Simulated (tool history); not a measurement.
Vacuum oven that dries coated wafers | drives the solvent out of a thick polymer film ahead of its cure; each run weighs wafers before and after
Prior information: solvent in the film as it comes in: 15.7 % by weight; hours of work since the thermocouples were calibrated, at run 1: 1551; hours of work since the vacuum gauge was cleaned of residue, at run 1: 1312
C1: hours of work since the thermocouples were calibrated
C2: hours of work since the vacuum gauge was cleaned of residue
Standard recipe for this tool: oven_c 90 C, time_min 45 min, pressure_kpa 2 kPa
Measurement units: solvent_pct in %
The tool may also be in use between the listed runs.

run 1 hour=0 | oven_c=90 time_min=45 pressure_kpa=2 | C1=1551 C2=1312 | solvent_pct=3.38
-- hour=78.7 oven's thermocouples calibrated
run 2 hour=98.6 | oven_c=90 time_min=45 pressure_kpa=2 | C1=10 C2=1363 | solvent_pct=3.93
run 3 hour=153.3 | oven_c=90 time_min=45 pressure_kpa=2 | C1=39 C2=1391 | solvent_pct=3.95
run 4 hour=223.6 | oven_c=90 time_min=45 pressure_kpa=2 | C1=75 C2=1428 | solvent_pct=4
run 5 hour=276.2 | oven_c=76 time_min=45 pressure_kpa=2 | C1=103 C2=1455 | solvent_pct=8.21
run 6 hour=394 | oven_c=76 time_min=45 pressure_kpa=2 | C1=164 C2=1516 | solvent_pct=8.18
run 7 hour=486.5 | oven_c=76 time_min=45 pressure_kpa=2 | C1=212 C2=1564 | solvent_pct=8.21
run 8 hour=559 | oven_c=76 time_min=45 pressure_kpa=2 | C1=250 C2=1602 | solvent_pct=8.23
run 9 hour=647.4 | oven_c=76 time_min=45 pressure_kpa=2 | C1=296 C2=1648 | solvent_pct=8.15
run 10 hour=744.5 | oven_c=76 time_min=45 pressure_kpa=2 | C1=346 C2=1698 | solvent_pct=8.18
run 11 hour=810.5 | oven_c=90 time_min=45 pressure_kpa=2 | C1=380 C2=1733 | solvent_pct=3.83
run 12 hour=905.1 | oven_c=90 time_min=45 pressure_kpa=2 | C1=430 C2=1782 | solvent_pct=3.85
run 13 hour=978.1 | oven_c=90 time_min=45 pressure_kpa=2.97 | C1=467 C2=1820 | solvent_pct=4.17
run 14 hour=1062.3 | oven_c=90 time_min=45 pressure_kpa=2 | C1=511 C2=1864 | solvent_pct=3.8
run 15 hour=1176.5 | oven_c=93 time_min=45 pressure_kpa=2 | C1=571 C2=1923 | solvent_pct=2.94
run 16 hour=1274.9 | oven_c=76 time_min=25 pressure_kpa=2 | C1=622 C2=1974 | solvent_pct=10.01
run 17 hour=1338.9 | oven_c=90 time_min=44 pressure_kpa=2 | C1=655 C2=2007 | solvent_pct=3.81
run 18 hour=1453.8 | oven_c=105 time_min=44 pressure_kpa=2.52 | C1=715 C2=2067 | solvent_pct=1.02
run 19 hour=1502.7 | oven_c=96 time_min=32 pressure_kpa=2 | C1=740 C2=2092 | solvent_pct=3.5
run 20 hour=1611.7 | oven_c=89 time_min=27 pressure_kpa=6.16 | C1=797 C2=2149 | solvent_pct=7.38
run 21 hour=1715.3 | oven_c=90 time_min=45 pressure_kpa=5.58 | C1=851 C2=2203 | solvent_pct=4.96
run 22 hour=1823.9 | oven_c=90 time_min=75 pressure_kpa=2.94 | C1=907 C2=2259 | solvent_pct=2.34
run 23 hour=1925.4 | oven_c=91 time_min=45 pressure_kpa=1.33 | C1=960 C2=2312 | solvent_pct=3.15
run 24 hour=1996.2 | oven_c=91 time_min=71 pressure_kpa=7.62 | C1=997 C2=2349 | solvent_pct=4.01
run 25 hour=2072 | oven_c=103 time_min=54 pressure_kpa=3.71 | C1=1036 C2=2388 | solvent_pct=1.25
run 26 hour=2177.8 | oven_c=95 time_min=54 pressure_kpa=3.71 | C1=1091 C2=2443 | solvent_pct=2.38
run 27 hour=2269.9 | oven_c=87 time_min=36 pressure_kpa=2.97 | C1=1139 C2=2491 | solvent_pct=5.77
run 28 hour=2378.3 | oven_c=90 time_min=45 pressure_kpa=4.74 | C1=1195 C2=2548 | solvent_pct=4.54

Table of differences, measured result less the result of that run with no hidden state. Run-to-run variation is the same in both. Gauge scatter possibly is not:
The hidden state here: true wafer temperature over the reading, C; true pressure over the reading, kPa; drift of the gauge itself on solvent_pct, %.
run=1 solvent_pct=-0.6
run=2 solvent_pct=-0.04
run=3 solvent_pct=-0.05
run=4 solvent_pct=-0.06
run=5 solvent_pct=-0.05
run=6 solvent_pct=-0.07
run=7 solvent_pct=-0.08
run=8 solvent_pct=-0.1
run=9 solvent_pct=-0.11
run=10 solvent_pct=-0.13
run=11 solvent_pct=-0.15
run=12 solvent_pct=-0.17
run=13 solvent_pct=-0.19
run=14 solvent_pct=-0.19
run=15 solvent_pct=-0.18
run=16 solvent_pct=-0.16
run=17 solvent_pct=-0.24
run=18 solvent_pct=-0.06
run=19 solvent_pct=-0.26
run=20 solvent_pct=-0.33
run=21 solvent_pct=-0.33
run=22 solvent_pct=-0.19
run=23 solvent_pct=-0.32
run=24 solvent_pct=-0.28
run=25 solvent_pct=-0.07
run=26 solvent_pct=-0.25
run=27 solvent_pct=-0.44
run=28 solvent_pct=-0.43
